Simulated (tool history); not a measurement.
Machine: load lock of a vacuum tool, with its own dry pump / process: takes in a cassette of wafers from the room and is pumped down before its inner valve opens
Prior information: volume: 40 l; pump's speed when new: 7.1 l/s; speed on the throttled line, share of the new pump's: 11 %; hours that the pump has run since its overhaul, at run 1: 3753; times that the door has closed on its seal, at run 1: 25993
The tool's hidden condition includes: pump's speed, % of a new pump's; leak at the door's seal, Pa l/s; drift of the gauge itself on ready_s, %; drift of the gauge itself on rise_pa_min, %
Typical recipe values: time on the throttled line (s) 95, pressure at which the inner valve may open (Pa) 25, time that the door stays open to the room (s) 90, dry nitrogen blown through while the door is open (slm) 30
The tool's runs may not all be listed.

run,hour,time on the throttled line (s),pressure at which the inner valve may open (Pa),time that the door stays open to the room (s),dry nitrogen blown through while the door is open (slm),hours that the pump has run since its overhaul,times that the door has closed on its seal,"incoming humidity of the room's air, %",time from the closed door until the inner valve may open (s),rise of the pressure with all valves shut (Pa/min)
1,0,95,25,90,30,3753,25993,44.2,131.4,0.012
2,51.9,95,25,90,30,3805,26129,42.2,131.8,0.015
3,159.1,95,25,90,30,3912,26410,44.6,131.5,0.015
4,241.6,95,25,90,30,3995,26626,46,131.5,0.017
5,289.2,95,25,90,30,4042,26751,45,131.6,0.014
6,362.1,95,25,90,30,4115,26942,43.5,131.6,0.015
7,431.7,95,25,90,30,4185,27124,42.5,131.4,0.015
8,514.4,95,25,90,30,4267,27341,42.4,131.9,0.012
9,564.6,95,25,90,30,4318,27473,46,131.7,0.016
10,635.5,95,25,239,7,4389,27658,49.7,131.5,0.047
11,693.5,95,25,239,10,4447,27810,43.8,131.6,0.035
12,789.4,95,25,239,10,4542,28062,44.9,131.5,0.038
13,864.4,159,25,35,10,4617,28258,45.6,189.7,0.014
14,909.6,95,25,29,28,4663,28377,42.3,131.8,0.011
15,954,102,25,90,23,4707,28493,41.8,137.5,0.018
16,1001.1,102,25,131,35,4754,28616,44.7,138.1,0.017
17,1061.5,102,25,131,35,4815,28775,45.4,138.1,0.011

Each row is a separate what-if for the run after 17, all from the same tool condition, not one after another. Results?
A,1152.9,49,22,47,35,4906,29014,45.9,?,?
B,1152.9,102,40,131,6,4906,29014,44.3,?,?
C,1152.9,95,48,226,30,4906,29014,47.6,?,?
D,1152.9,95,31,36,30,4906,29014,43.7,?,?

run,time from the closed door until the inner valve may open (s),rise of the pressure with all valves shut (Pa/min)
A,91.2,0.011
B,135.5,0.036
C,127.6,0.02
D,130,0.012
The same runs, with their run-to-run variation unchanged, on a tool lacking any hidden condition would have given:
run,time from the closed door until the inner valve may open (s),rise of the pressure with all valves shut (Pa/min)
A,91.2,0.01
B,135.5,0.035
C,127.6,0.019
D,130,0.011
